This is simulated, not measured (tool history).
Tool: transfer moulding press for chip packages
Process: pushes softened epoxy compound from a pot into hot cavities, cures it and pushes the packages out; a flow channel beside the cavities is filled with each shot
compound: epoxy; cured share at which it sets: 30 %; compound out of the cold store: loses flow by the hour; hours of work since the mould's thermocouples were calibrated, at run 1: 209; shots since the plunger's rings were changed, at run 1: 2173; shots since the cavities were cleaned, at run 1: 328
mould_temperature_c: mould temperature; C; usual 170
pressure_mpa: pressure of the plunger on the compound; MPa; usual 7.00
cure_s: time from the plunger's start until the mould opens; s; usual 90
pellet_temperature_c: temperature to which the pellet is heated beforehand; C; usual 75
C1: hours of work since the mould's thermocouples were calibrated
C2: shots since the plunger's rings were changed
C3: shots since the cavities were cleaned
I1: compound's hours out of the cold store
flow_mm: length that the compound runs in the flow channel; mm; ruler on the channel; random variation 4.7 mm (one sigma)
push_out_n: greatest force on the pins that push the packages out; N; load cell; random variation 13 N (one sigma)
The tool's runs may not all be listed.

run 1 hour=0.0 | mould_temperature_c=170 pressure_mpa=7.00 cure_s=90 pellet_temperature_c=75 | C1=209 C2=2173 C3=328 | I1=21.5 | flow_mm=768 push_out_n=748
run 2 hour=6.9 | mould_temperature_c=170 pressure_mpa=7.00 cure_s=90 pellet_temperature_c=75 | C1=213 C2=2253 C3=408 | I1=15.6 | flow_mm=799 push_out_n=838
run 3 hour=11.9 | mould_temperature_c=170 pressure_mpa=7.00 cure_s=90 pellet_temperature_c=75 | C1=216 C2=2312 C3=467 | I1=10.2 | flow_mm=832 push_out_n=884
run 4 hour=20.8 | mould_temperature_c=170 pressure_mpa=7.00 cure_s=90 pellet_temperature_c=75 | C1=221 C2=2415 C3=570 | I1=37.2 | flow_mm=689 push_out_n=795
run 5 hour=30.0 | mould_temperature_c=170 pressure_mpa=7.00 cure_s=90 pellet_temperature_c=75 | C1=226 C2=2522 C3=677 | I1=45.9 | flow_mm=650 push_out_n=808
run 6 hour=39.7 | mould_temperature_c=170 pressure_mpa=7.00 cure_s=90 pellet_temperature_c=75 | C1=232 C2=2635 C3=790 | I1=21.4 | flow_mm=762 push_out_n=889
-- hour=49.3 cavities cleaned with cleaning compound and waxed
run 7 hour=53.2 | mould_temperature_c=170 pressure_mpa=7.00 cure_s=90 pellet_temperature_c=75 | C1=239 C2=2774 C3=45 | I1=42.6 | flow_mm=658 push_out_n=582
run 8 hour=58.8 | mould_temperature_c=170 pressure_mpa=7.00 cure_s=90 pellet_temperature_c=75 | C1=242 C2=2840 C3=111 | I1=47.5 | flow_mm=630 push_out_n=597
run 9 hour=69.1 | mould_temperature_c=170 pressure_mpa=8.00 cure_s=128 pellet_temperature_c=75 | C1=248 C2=2958 C3=229 | I1=29.0 | flow_mm=774 push_out_n=443
run 10 hour=78.1 | mould_temperature_c=165 pressure_mpa=7.00 cure_s=90 pellet_temperature_c=75 | C1=254 C2=3064 C3=335 | I1=22.7 | flow_mm=768 push_out_n=1108
run 11 hour=87.5 | mould_temperature_c=178 pressure_mpa=7.58 cure_s=90 pellet_temperature_c=75 | C1=259 C2=3172 C3=443 | I1=14.1 | flow_mm=818 push_out_n=524
run 12 hour=94.9 | mould_temperature_c=167 pressure_mpa=6.96 cure_s=95 pellet_temperature_c=72 | C1=264 C2=3259 C3=530 | I1=39.0 | flow_mm=680 push_out_n=900
run 13 hour=100.4 | mould_temperature_c=174 pressure_mpa=7.00 cure_s=106 pellet_temperature_c=75 | C1=267 C2=3323 C3=594 | I1=42.0 | flow_mm=652 push_out_n=541
run 14 hour=109.4 | mould_temperature_c=170 pressure_mpa=7.00 cure_s=128 pellet_temperature_c=75 | C1=272 C2=3427 C3=698 | I1=34.1 | flow_mm=693 push_out_n=547
run 15 hour=118.3 | mould_temperature_c=170 pressure_mpa=8.18 cure_s=108 pellet_temperature_c=75 | C1=277 C2=3531 C3=802 | I1=23.9 | flow_mm=802 push_out_n=642
-- hour=126.5 cavities cleaned with cleaning compound and waxed
run 16 hour=130.6 | mould_temperature_c=165 pressure_mpa=8.18 cure_s=104 pellet_temperature_c=79 | C1=284 C2=3656 C3=47 | I1=30.4 | flow_mm=780 push_out_n=605

Forecast each of these 3 alternatives for the next run:
-- hour=138.4 plunger's sealing rings changed
run A hour=143.1 | mould_temperature_c=166 pressure_mpa=7.00 cure_s=90 pellet_temperature_c=66 | C1=290 C2=55 C3=163 | I1=29.8 | flow_mm=? push_out_n=?
-- hour=138.4 plunger's sealing rings changed
run B hour=143.1 | mould_temperature_c=165 pressure_mpa=7.60 cure_s=102 pellet_temperature_c=79 | C1=290 C2=55 C3=163 | I1=28.3 | flow_mm=? push_out_n=?
-- hour=138.4 plunger's sealing rings changed
run C hour=143.1 | mould_temperature_c=167 pressure_mpa=8.50 cure_s=83 pellet_temperature_c=75 | C1=290 C2=55 C3=163 | I1=25.4 | flow_mm=? push_out_n=?

run=A flow_mm=765 push_out_n=931
run=B flow_mm=802 push_out_n=709
run=C flow_mm=847 push_out_n=1028
Without the tool's hidden state the same runs would have given:
run=A flow_mm=767 push_out_n=829
run=B flow_mm=805 push_out_n=633
run=C flow_mm=849 push_out_n=914
